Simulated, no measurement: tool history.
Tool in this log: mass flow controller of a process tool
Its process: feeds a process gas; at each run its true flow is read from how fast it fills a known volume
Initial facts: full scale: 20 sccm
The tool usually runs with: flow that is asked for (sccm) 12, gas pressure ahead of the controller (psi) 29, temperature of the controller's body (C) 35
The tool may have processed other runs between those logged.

run	hour	flow that is asked for (sccm)	gas pressure ahead of the controller (psi)	temperature of the controller's body (C)	true flow (%)
1	0	12	29	35	100.33
2	81.4	12	29	35	100.63
3	156.4	12	29	35	100.57
4	244.5	12	29	34	100.52
5	296.1	14	29	35	100.54
6	374.9	12	31.6	35	100.57
7	482.9	12	31.6	35	100.63
8	541.9	12	29	38	100.65
9	596	12	30.2	35	100.57
10	653	19	29	35	100.67
11	735.6	19	29	35	100.64
12	815.8	19	29	35	100.64
13	884.7	12	33.1	35	100.66
14	967.7	12	29	31	100.22
15	1052	12	27	31	100.01
16	1153.2	12	27	31	100.14
17	1229.7	12	30.9	20	99.33
18	1281.8	12	30.9	20	99.48
19	1368.9	3	29	32	100.07
20	1448	4	25.5	27	99.61
21	1524.6	4	25.5	27	99.62
22	1596.7	12	22.9	35	100.39
23	1706.1	12	22.9	35	100.32
24	1790.9	2	29	37	100.28
25	1840.8	3	32.5	38	100.65
26	1900.4	3	32.5	38	100.61
27	2003.1	9	38.1	35	100.72
28	2054.2	9	38.1	35	100.83
29	2143.1	5	26.5	25	99.42
30	2222.2	3	26.5	28	99.64
31	2334.6	3	30.5	25	99.42
32	2404.2	7	39.6	35	100.81

Missing from the log above: 1 entry noted between runs. For each, name the pair of listed runs it sits between and say how the tool's hidden condition differs from the listed run just before to the listed run just after:
Logged between run 3 and run 4: controller exchanged for a calibrated one (hour 182.1)
  flow at rest that the sensor doesn't see, % of full scale: 0.007 -> 0; true flow over the shown one, %: -0.03 -> 0

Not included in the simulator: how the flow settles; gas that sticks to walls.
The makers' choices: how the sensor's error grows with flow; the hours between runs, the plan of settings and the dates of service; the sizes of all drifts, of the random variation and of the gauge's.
